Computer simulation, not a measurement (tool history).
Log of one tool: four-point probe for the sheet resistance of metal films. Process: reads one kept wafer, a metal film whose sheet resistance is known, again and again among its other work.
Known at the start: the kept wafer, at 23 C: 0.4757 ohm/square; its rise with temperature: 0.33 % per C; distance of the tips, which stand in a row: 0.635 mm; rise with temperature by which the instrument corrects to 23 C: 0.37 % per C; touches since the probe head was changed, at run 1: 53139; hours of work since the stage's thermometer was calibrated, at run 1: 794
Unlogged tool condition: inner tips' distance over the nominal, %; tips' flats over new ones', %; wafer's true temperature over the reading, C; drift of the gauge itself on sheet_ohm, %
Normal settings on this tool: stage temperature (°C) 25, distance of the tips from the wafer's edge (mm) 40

run,hour,stage temperature (°C),distance of the tips from the wafer's edge (mm),touches since the probe head was changed,hours of work since the stage's thermometer was calibrated,sheet resistance as the instrument gives it (ohm/square)
1,0,25,40,53139,794,0.478515
2,19.3,25,57,54200,809,0.478541
3,34.8,25,57,55056,821,0.478575
4,48.5,25,57,55814,831,0.478695
5,66.4,25,40,56799,844,0.478701
6,88.2,25,40,57999,861,0.478809
7,100.9,25,40,58698,871,0.478775
8,113.8,25,40,59406,880,0.478396
9,128.8,25,40,60237,892,0.478776
10,153.3,25,17,61586,910,0.478992
11,177.3,25,17,62906,928,0.479139
12,193.4,25,40,63794,941,0.478762
13,206.9,25,40,64537,951,0.478671
14,217.8,25,12,65139,959,0.479592
15,231.3,25,12,65881,969,0.479527
16,249.5,25,12,66884,983,0.479419
# hour 252.5: stage's thermometer calibrated
17,268.9,25,12,67924,12,0.479472
18,281.2,25,12,68602,22,0.479525
19,304.5,25,40,69885,39,0.478753
20,315.7,25,40,70502,48,0.479029
21,336.7,25,40,71659,64,0.478977
22,360.2,25,40,72955,82,0.47905
23,380.4,25,40,74064,97,0.478798
24,392,31,3,74702,106,0.488947
# hour 404.6: stage's thermometer calibrated, once more
25,413.4,29,13,75856,7,0.478288
26,428.2,26,56,76674,18,0.478521
27,453.4,26,56,78057,37,0.478535
28,477.5,19,10,79389,55,0.480885
29,504,19,10,80846,75,0.480878
30,519.7,35,13,81709,87,0.477203
31,534.2,25,13,82509,98,0.479301
32,555.2,25,33,83667,114,0.478608
33,570.4,25,33,84503,125,0.478798
34,597,32,15,85972,146,0.477752
35,621.1,32,15,87299,164,0.477765
36,638.3,31,5,88242,177,0.481798
37,663.2,33,6,89616,196,0.479999
38,685,21,14,90818,212,0.480386
39,703.5,20,14,91837,226,0.480196
40,727.4,20,14,93150,244,0.480538
41,739.3,20,14,93807,253,0.480454
42,757.9,23,3,94830,267,0.490482
43,774.8,22,13,95764,280,0.480059
44,787.1,22,13,96442,290,0.480162
45,805.5,34,8,97454,303,0.478484

Hidden state at the last listed run before each entry between runs and at the first one after, where it differs:
Between runs 16 and 17: stage's thermometer calibrated (hour 252.5)
  inner tips' distance over the nominal, %: 0.631 -> 0.633; wafer's true temperature over the reading, C: 0.14 -> 0.2
  measured minus no-state result, sheet resistance as the instrument gives it (ohm/square): +0.003474 -> +0.003574
Between runs 24 and 25: stage's thermometer calibrated, once more (hour 404.6)
  inner tips' distance over the nominal, %: 0.65 -> 0.653; wafer's true temperature over the reading, C: 0.21 -> -0.08
  measured minus no-state result, sheet resistance as the instrument gives it (ohm/square): +0.003743 -> +0.003243
